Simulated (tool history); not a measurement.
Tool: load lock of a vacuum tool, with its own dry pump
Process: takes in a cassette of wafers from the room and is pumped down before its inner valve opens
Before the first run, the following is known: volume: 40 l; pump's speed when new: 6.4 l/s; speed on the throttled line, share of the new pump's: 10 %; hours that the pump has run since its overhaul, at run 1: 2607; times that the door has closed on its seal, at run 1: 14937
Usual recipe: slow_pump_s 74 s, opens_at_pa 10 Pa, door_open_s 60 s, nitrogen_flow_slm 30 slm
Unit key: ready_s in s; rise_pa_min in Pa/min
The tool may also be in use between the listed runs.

run    hour  slow_pump_s  opens_at_pa  door_open_s  nitrogen_flow_slm  hours that the pump has run since its overhaul  times that the door has closed on its seal  incoming humidity of the room's air, %  ready_s  rise_pa_min
  1     0.0           74           10           60                 30                                            2607                                       14937                                    43.7    126.0        0.087
  2   459.9           74           10           60                 30                                            3067                                       16456                                    43.5    126.1        0.103
  3   954.6           74           10           60                 30                                            3562                                       18091                                    47.4    126.5        0.115
  4  1462.5           74           10           60                 30                                            4070                                       19769                                    45.5    125.9        0.122
  5  1898.4           74           10           60                 30                                            4506                                       21209                                    46.3    126.0        0.133
  6  2146.8           74           10           60                 30                                            4754                                       22030                                    43.3    127.0        0.139
  7  2566.5           74           10           60                 30                                            5174                                       23417                                    44.4    126.5        0.149
  8  2807.4           74           10           60                 30                                            5415                                       24213                                    40.1    126.2        0.153
  9  3230.9           74           10           60                 30                                            5838                                       25612                                    43.9    126.5        0.173
 10  3479.1           74           15           60                 30                                            6086                                       26432                                    43.3    124.0        0.171
 11  3882.0           74           15           60                 30                                            6489                                       27763                                    45.8    124.2        0.185
 12  4391.3           74           10           60                 30                                            6998                                       29446                                    44.6    126.9        0.205
 13  4855.3           74           10           60                 30                                            7463                                       30980                                    44.3    126.4        0.218
 14  5236.6           74            7           28                 30                                            7844                                       32239                                    44.6    129.2        0.228
 15  5668.1           78           10           60                  4                                            8275                                       33665                                    43.5    131.6        0.283
 16  6159.0           78           10           60                  4                                            8766                                       35287                                    43.6    131.1        0.310
 17  6420.0          147           10           60                 30                                            9027                                       36149                                    43.4    192.9        0.274
 18  6683.1           57           12           27                 30                                            9290                                       37019                                    43.7    110.9        0.271
 19  7126.8           94           12           75                 30                                            9734                                       38485                                    47.4    144.3        0.302
 20  7538.4           94           12           75                 30                                           10146                                       39845                                    42.7    144.8        0.305
 21  7802.4           78            8           75                 30                                           10410                                       40717                                    45.2    133.4        0.331
 22  8280.8           74           10           75                 30                                           10888                                       42298                                    44.8    127.1        0.336
 23  8806.1           74           14           25                 30                                           11413                                       44033                                    44.2    126.4        0.350
 24  9216.3           52           11           25                 30                                           11823                                       45389                                    46.3    108.3        0.365

Branching from run 24: 4 alternative next runs. What would each branch give?
  A  9433.3           52           10          170                 33                                           12040                                       46106                                    47.5        ?            ?
  B  9433.3          127            8           25                 14                                           12040                                       46106                                    39.8        ?            ?
  C  9433.3          124           11          176                  8                                           12040                                       46106                                    43.5        ?            ?
  D  9433.3           62           13           60                  8                                           12040                                       46106                                    49.2        ?            ?

run  ready_s  rise_pa_min
  A    108.7        0.405
  B    176.3        0.384
  C    171.7        0.440
  D    116.7        0.413
With no hidden state in the tool, these same runs would have given:
run  ready_s  rise_pa_min
  A    105.0        0.049
  B    173.0        0.029
  C    168.6        0.089
  D    113.1        0.060

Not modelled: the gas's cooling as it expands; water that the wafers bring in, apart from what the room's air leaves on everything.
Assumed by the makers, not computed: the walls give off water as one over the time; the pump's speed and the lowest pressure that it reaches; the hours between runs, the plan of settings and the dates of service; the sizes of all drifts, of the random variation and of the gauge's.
